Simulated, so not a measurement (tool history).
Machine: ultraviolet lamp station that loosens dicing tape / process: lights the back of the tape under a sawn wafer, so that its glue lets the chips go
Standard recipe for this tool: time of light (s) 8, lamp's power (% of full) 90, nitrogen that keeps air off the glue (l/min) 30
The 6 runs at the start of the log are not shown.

run   hour  time of light (s)  lamp's power (% of full)  nitrogen that keeps air off the glue (l/min)  force that peels the tape off (N)  light that reached the tape (mJ/cm2)
  7   62.0                  8                        90                                            30                              0.189                                   293
  8   76.1                  8                        90                                            30                              0.190                                   291
  9   92.3                 13                        90                                            30                              0.157                                   465
 10  102.7                  8                        90                                            30                              0.207                                   283
 11  110.0                  8                        90                                            30                              0.194                                   286
 12  118.6                  8                        90                                            30                              0.190                                   281
 13  130.7                  8                        90                                            30                              0.193                                   281
 14  137.4                  8                        90                                            30                              0.195                                   278
 15  151.4                  8                        90                                            30                              0.198                                   277
 16  158.1                  8                        90                                            30                              0.191                                   278
 17  164.9                  9                        60                                            30                              0.283                                   206
 18  178.9                  9                        60                                            19                              0.361                                   203
 19  188.9                  8                        90                                            41                              0.190                                   275
 20  204.6                  6                        92                                            19                              0.354                                   210
 21  215.8                  6                        92                                            19                              0.356                                   207
 22  224.3                 12                        97                                             9                              0.196                                   432
 23  233.6                 12                        97                                             9                              0.202                                   432
 24  241.7                 12                        97                                             9                              0.188                                   431
 25  254.2                 12                        97                                             9                              0.198                                   421
 26  264.8                 11                        66                                            30                              0.205                                   263
 27  275.6                  8                        98                                            18                              0.224                                   285
 28  289.2                  8                        74                                            18                              0.349                                   221
 29  302.4                  8                        93                                            30                              0.209                                   265
 30  309.7                 14                        90                                            30                              0.164                                   454
 31  324.3                 14                        76                                            17                              0.174                                   379

Each row is a separate what-if for the run after 31, all from the same tool condition, not one after another. Results?
  A  334.4                 16                        85                                            17                                  ?                                     ?
  B  334.4                 14                        80                                            19                                  ?                                     ?
  C  334.4                 13                        72                                            13                                  ?                                     ?
  D  334.4                  7                        90                                            51                                  ?                                     ?

run  force that peels the tape off (N)  light that reached the tape (mJ/cm2)
  A                              0.177                                   479
  B                              0.178                                   394
  C                              0.230                                   332
  D                              0.209                                   223
What these runs would have given with no unlogged condition in the tool:
run  force that peels the tape off (N)  light that reached the tape (mJ/cm2)
  A                              0.173                                   596
  B                              0.168                                   490
  C                              0.190                                   413
  D                              0.177                                   277
